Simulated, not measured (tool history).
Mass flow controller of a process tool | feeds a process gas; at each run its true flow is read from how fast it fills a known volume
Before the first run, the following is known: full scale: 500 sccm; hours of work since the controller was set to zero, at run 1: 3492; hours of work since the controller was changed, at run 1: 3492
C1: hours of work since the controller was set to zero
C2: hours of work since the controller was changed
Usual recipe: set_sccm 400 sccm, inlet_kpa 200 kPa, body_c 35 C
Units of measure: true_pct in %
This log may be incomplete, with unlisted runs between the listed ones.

Run 1, hour 0.0: usual settings; C1 3492; C2 3492. Result: true_pct 98.99 %.
Run 2, hour 99.9: usual settings but set_sccm 167 sccm; C1 3533; C2 3533. Result: true_pct 98.48 %.
Run 3, hour 306.1: usual settings but body_c 21 C; C1 3618; C2 3618. Result: true_pct 99.55 %.
Run 4, hour 490.2: usual settings but body_c 21 C; C1 3694; C2 3694. Result: true_pct 99.45 %.
Run 5, hour 695.4: usual settings but body_c 21 C; C1 3779; C2 3779. Result: true_pct 99.41 %.
Run 6, hour 840.5: usual settings; C1 3839; C2 3839. Result: true_pct 98.98 %.
Run 7, hour 1002.2: usual settings; C1 3906; C2 3906. Result: true_pct 98.94 %.
Run 8, hour 1099.9: usual settings but body_c 29 C; C1 3947; C2 3947. Result: true_pct 99.14 %.
Run 9, hour 1197.3: usual settings but body_c 29 C; C1 3987; C2 3987. Result: true_pct 99.07 %.
Run 10, hour 1305.3: usual settings; C1 4032; C2 4032. Result: true_pct 98.94 %.
Run 11, hour 1445.2: usual settings; C1 4089; C2 4089. Result: true_pct 98.86 %.
Run 12, hour 1588.2: usual settings but body_c 33 C; C1 4148; C2 4148. Result: true_pct 99.16 %.
Run 13, hour 1789.1: usual settings but set_sccm 193 sccm, inlet_kpa 147 kPa, body_c 22 C; C1 4232; C2 4232. Result: true_pct 98.87 %.
Run 14, hour 1983.8: usual settings but set_sccm 193 sccm, inlet_kpa 141 kPa, body_c 30 C; C1 4312; C2 4312. Result: true_pct 98.54 %.
Run 15, hour 2137.7: usual settings but set_sccm 193 sccm, inlet_kpa 141 kPa, body_c 30 C; C1 4376; C2 4376. Result: true_pct 98.53 %.
Run 16, hour 2303.7: usual settings but inlet_kpa 159 kPa; C1 4444; C2 4444. Result: true_pct 98.82 %.
Run 17, hour 2515.7: usual settings but set_sccm 324 sccm, inlet_kpa 280 kPa, body_c 20 C; C1 4532; C2 4532. Result: true_pct 99.42 %.
Run 18, hour 2613.2: usual settings but set_sccm 448 sccm; C1 4572; C2 4572. Result: true_pct 99.02 %.
Run 19, hour 2778.6: usual settings but set_sccm 122 sccm, inlet_kpa 278 kPa, body_c 24 C; C1 4641; C2 4641. Result: true_pct 99.21 %.
Run 20, hour 2873.9: usual settings but inlet_kpa 182 kPa, body_c 22 C; C1 4680; C2 4680. Result: true_pct 99.40 %.
Run 21, hour 3033.5: usual settings but inlet_kpa 182 kPa, body_c 38 C; C1 4746; C2 4746. Result: true_pct 98.69 %.
Run 22, hour 3171.2: usual settings but set_sccm 189 sccm, inlet_kpa 166 kPa, body_c 22 C; C1 4803; C2 4803. Result: true_pct 98.83 %.
Run 23, hour 3289.3: usual settings but set_sccm 189 sccm, inlet_kpa 166 kPa, body_c 22 C; C1 4852; C2 4852. Result: true_pct 98.79 %.
Run 24, hour 3462.2: usual settings but set_sccm 189 sccm, inlet_kpa 166 kPa, body_c 22 C; C1 4923; C2 4923. Result: true_pct 98.89 %.

What if the next run were any one of these 5? Each begins from the tool's condition after run 24:
Run A, hour 3595.5: usual settings but body_c 27 C; C1 4978; C2 4978. Result: true_pct ?.
Run B, hour 3595.5: usual settings but set_sccm 91 sccm, inlet_kpa 215 kPa, body_c 24 C; C1 4978; C2 4978. Result: true_pct ?.
Run C, hour 3595.5: usual settings but set_sccm 380 sccm, inlet_kpa 178 kPa, body_c 22 C; C1 4978; C2 4978. Result: true_pct ?.
Run D, hour 3595.5: usual settings but set_sccm 451 sccm, inlet_kpa 195 kPa; C1 4978; C2 4978. Result: true_pct ?.
Run E, hour 3595.5: usual settings but set_sccm 101 sccm, inlet_kpa 149 kPa, body_c 26 C; C1 4978; C2 4978. Result: true_pct ?.

run  true_pct
  A     99.23
  B     99.25
  C     99.21
  D     98.87
  E     99.17
The same runs, with their run-to-run variation unchanged, on a tool lacking any hidden condition would have given:
run  true_pct
  A     99.70
  B     98.81
  C     99.67
  D     99.37
  E     98.84

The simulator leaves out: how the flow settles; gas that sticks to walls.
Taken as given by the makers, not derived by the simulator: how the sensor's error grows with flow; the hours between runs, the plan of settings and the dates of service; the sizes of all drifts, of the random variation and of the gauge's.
